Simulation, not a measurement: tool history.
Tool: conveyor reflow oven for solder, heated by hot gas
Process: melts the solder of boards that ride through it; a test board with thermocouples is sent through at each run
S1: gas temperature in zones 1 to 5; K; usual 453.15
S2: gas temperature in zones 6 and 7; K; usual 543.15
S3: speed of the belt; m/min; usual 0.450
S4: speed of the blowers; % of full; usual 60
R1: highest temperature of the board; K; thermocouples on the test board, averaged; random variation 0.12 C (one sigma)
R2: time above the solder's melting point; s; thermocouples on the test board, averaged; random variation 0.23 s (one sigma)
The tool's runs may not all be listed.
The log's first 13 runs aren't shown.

run	hour	S1	S2	S3	S4	R1	R2
14	71.2	453.15	553.15	0.450	60	533.15	78.0
15	79.6	453.15	537.15	0.450	60	519.75	66.4
16	83.6	453.15	537.15	0.450	60	519.95	66.4
17	92.1	456.15	543.15	0.450	68	526.95	75.3
18	101.6	454.15	549.15	0.465	83	532.65	76.5
19	108.9	454.15	549.15	0.458	83	533.45	78.4
20	114.9	453.15	556.15	0.501	60	531.35	68.5
21	120.6	453.15	556.15	0.501	60	531.35	67.7
22	127.5	453.15	556.15	0.501	60	531.25	68.3
23	134.0	452.15	543.15	0.459	60	523.75	68.6
24	143.2	452.15	543.15	0.459	60	523.85	68.5
25	152.2	443.15	543.15	0.450	60	522.85	64.8
26	159.1	450.15	543.15	0.423	60	526.25	76.4
27	165.0	450.15	543.15	0.423	60	526.25	76.6
28	174.6	450.15	543.15	0.423	60	526.15	76.2
29	179.0	450.15	537.15	0.423	64	521.85	72.0

The next listed run, before its measurement:
30	186.0	461.15	542.15	0.450	60	?	?

Run 30 gave R1 525.45 K, R2 76.1 s.
Without the tool's hidden state the same run would have given R1 525.45 K, R2 75.4 s.
